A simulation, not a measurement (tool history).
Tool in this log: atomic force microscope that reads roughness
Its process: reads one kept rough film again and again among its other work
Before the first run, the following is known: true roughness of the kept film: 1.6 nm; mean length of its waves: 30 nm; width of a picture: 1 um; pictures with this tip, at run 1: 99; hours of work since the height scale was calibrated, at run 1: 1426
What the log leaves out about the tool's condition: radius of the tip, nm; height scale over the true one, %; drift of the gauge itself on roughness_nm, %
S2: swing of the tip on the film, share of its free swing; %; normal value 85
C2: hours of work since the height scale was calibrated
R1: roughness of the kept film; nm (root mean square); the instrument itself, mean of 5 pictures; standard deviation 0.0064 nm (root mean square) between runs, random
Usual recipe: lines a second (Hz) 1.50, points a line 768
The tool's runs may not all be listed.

run 1 hour=0.0 | lines_a_second_(Hz)=1.50 S2=85 points_a_line=768 | pictures_with_this_tip=99 C2=1426 | R1=1.246
run 2 hour=34.5 | lines_a_second_(Hz)=1.50 S2=85 points_a_line=768 | pictures_with_this_tip=153 C2=1448 | R1=1.228
run 3 hour=80.2 | lines_a_second_(Hz)=1.50 S2=85 points_a_line=768 | pictures_with_this_tip=223 C2=1478 | R1=1.243
-- hour=110.2 new tip fitted
run 4 hour=121.3 | lines_a_second_(Hz)=1.50 S2=85 points_a_line=768 | pictures_with_this_tip=17 C2=1504 | R1=1.242
run 5 hour=191.1 | lines_a_second_(Hz)=1.50 S2=85 points_a_line=768 | pictures_with_this_tip=125 C2=1550 | R1=1.250
run 6 hour=241.1 | lines_a_second_(Hz)=1.50 S2=85 points_a_line=768 | pictures_with_this_tip=203 C2=1582 | R1=1.253
-- hour=282.3 new tip fitted
run 7 hour=297.5 | lines_a_second_(Hz)=1.50 S2=85 points_a_line=768 | pictures_with_this_tip=23 C2=1619 | R1=1.239
run 8 hour=360.8 | lines_a_second_(Hz)=1.50 S2=85 points_a_line=768 | pictures_with_this_tip=121 C2=1660 | R1=1.241
run 9 hour=417.6 | lines_a_second_(Hz)=1.50 S2=85 points_a_line=768 | pictures_with_this_tip=209 C2=1697 | R1=1.245
-- hour=454.1 new tip fitted
run 10 hour=472.1 | lines_a_second_(Hz)=1.50 S2=85 points_a_line=290 | pictures_with_this_tip=28 C2=1732 | R1=1.222
run 11 hour=534.9 | lines_a_second_(Hz)=1.50 S2=85 points_a_line=290 | pictures_with_this_tip=125 C2=1773 | R1=1.219
run 12 hour=601.3 | lines_a_second_(Hz)=1.50 S2=85 points_a_line=768 | pictures_with_this_tip=228 C2=1816 | R1=1.243
-- hour=625.2 new tip fitted
run 13 hour=647.1 | lines_a_second_(Hz)=1.50 S2=85 points_a_line=768 | pictures_with_this_tip=34 C2=1846 | R1=1.250
run 14 hour=695.2 | lines_a_second_(Hz)=1.50 S2=68 points_a_line=768 | pictures_with_this_tip=109 C2=1877 | R1=1.374
run 15 hour=755.3 | lines_a_second_(Hz)=1.81 S2=71 points_a_line=768 | pictures_with_this_tip=202 C2=1916 | R1=1.328
-- hour=800.2 new tip fitted
run 16 hour=824.7 | lines_a_second_(Hz)=1.81 S2=62 points_a_line=635 | pictures_with_this_tip=38 C2=1961 | R1=1.387
run 17 hour=883.1 | lines_a_second_(Hz)=1.81 S2=62 points_a_line=281 | pictures_with_this_tip=129 C2=1999 | R1=1.368
-- hour=922.2 height scale calibrated on a step standard
run 18 hour=926.5 | lines_a_second_(Hz)=1.81 S2=75 points_a_line=482 | pictures_with_this_tip=195 C2=3 | R1=1.297
-- hour=976.0 new tip fitted
run 19 hour=987.9 | lines_a_second_(Hz)=2.05 S2=85 points_a_line=343 | pictures_with_this_tip=19 C2=42 | R1=1.160
run 20 hour=1038.3 | lines_a_second_(Hz)=2.05 S2=85 points_a_line=343 | pictures_with_this_tip=97 C2=75 | R1=1.167
run 21 hour=1097.5 | lines_a_second_(Hz)=2.14 S2=64 points_a_line=450 | pictures_with_this_tip=189 C2=114 | R1=1.353
-- hour=1150.3 new tip fitted
run 22 hour=1166.9 | lines_a_second_(Hz)=2.14 S2=85 points_a_line=450 | pictures_with_this_tip=25 C2=159 | R1=1.160
run 23 hour=1209.7 | lines_a_second_(Hz)=2.14 S2=76 points_a_line=450 | pictures_with_this_tip=92 C2=186 | R1=1.263
run 24 hour=1256.8 | lines_a_second_(Hz)=3.65 S2=63 points_a_line=312 | pictures_with_this_tip=164 C2=217 | R1=1.288
run 25 hour=1313.3 | lines_a_second_(Hz)=3.25 S2=81 points_a_line=312 | pictures_with_this_tip=252 C2=254 | R1=1.076
-- hour=1322.3 new tip fitted
run 26 hour=1346.5 | lines_a_second_(Hz)=0.66 S2=83 points_a_line=415 | pictures_with_this_tip=38 C2=275 | R1=1.380
run 27 hour=1401.6 | lines_a_second_(Hz)=3.01 S2=67 points_a_line=415 | pictures_with_this_tip=123 C2=311 | R1=1.284

Here are 4 independent what-if runs from the current tool condition. What would each one return?
run A hour=1458.9 | lines_a_second_(Hz)=2.13 S2=77 points_a_line=768 | pictures_with_this_tip=212 C2=348 | R1=?
run B hour=1458.9 | lines_a_second_(Hz)=1.41 S2=74 points_a_line=260 | pictures_with_this_tip=212 C2=348 | R1=?
run C hour=1458.9 | lines_a_second_(Hz)=3.01 S2=73 points_a_line=415 | pictures_with_this_tip=212 C2=348 | R1=?
run D hour=1458.9 | lines_a_second_(Hz)=3.01 S2=66 points_a_line=415 | pictures_with_this_tip=212 C2=348 | R1=?

run=A R1=1.245
run=B R1=1.332
run=C R1=1.214
run=D R1=1.301
Take away the tool's hidden state, keep each run's random variation, and the runs would have read:
run=A R1=1.249
run=B R1=1.336
run=C R1=1.217
run=D R1=1.305

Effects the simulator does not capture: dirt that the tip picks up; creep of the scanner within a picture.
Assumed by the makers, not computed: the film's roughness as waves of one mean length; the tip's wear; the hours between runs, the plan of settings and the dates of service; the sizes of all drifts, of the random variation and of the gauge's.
